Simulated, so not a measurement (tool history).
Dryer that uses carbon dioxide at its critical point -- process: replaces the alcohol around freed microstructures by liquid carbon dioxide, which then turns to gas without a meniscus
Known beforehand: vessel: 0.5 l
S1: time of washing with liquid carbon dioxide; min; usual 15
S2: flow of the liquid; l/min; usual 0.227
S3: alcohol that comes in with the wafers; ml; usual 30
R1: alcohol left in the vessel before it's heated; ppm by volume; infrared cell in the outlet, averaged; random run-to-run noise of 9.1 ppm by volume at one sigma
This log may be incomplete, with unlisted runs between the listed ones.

run   hour  S1     S2   S3     R1
  1    0.0  15  0.227   30    642
  2   21.1  15  0.227   30    667
  3   50.8  15  0.227   30    678
  4   66.9  15  0.227   30    708
  5   89.4  15  0.227   30    712
  6  104.9  17  0.227   30    429
  7  127.5  14  0.199   30   1569
     143.5  -- inlet filter changed
  8  148.0  14  0.199   30   1281
  9  174.3  21  0.146  108   2841
 10  197.3  15  0.146  108  10234
 11  211.6  17  0.286   80    279

Below are 4 alternative next runs, each starting from the tool's condition after run 11. Predict each:
  A  237.1  17  0.286  118   ?
  B  237.1  14  0.145   27   ?
  C  237.1  23  0.370   40   ?
  D  237.1   9  0.251   80   ?

run    R1
  A   410
  B  3186
  C    84
  D  7302
Had the tool no hidden state, the same runs would have come out as:
run    R1
  A   282
  B  2896
  C     7
  D  6689
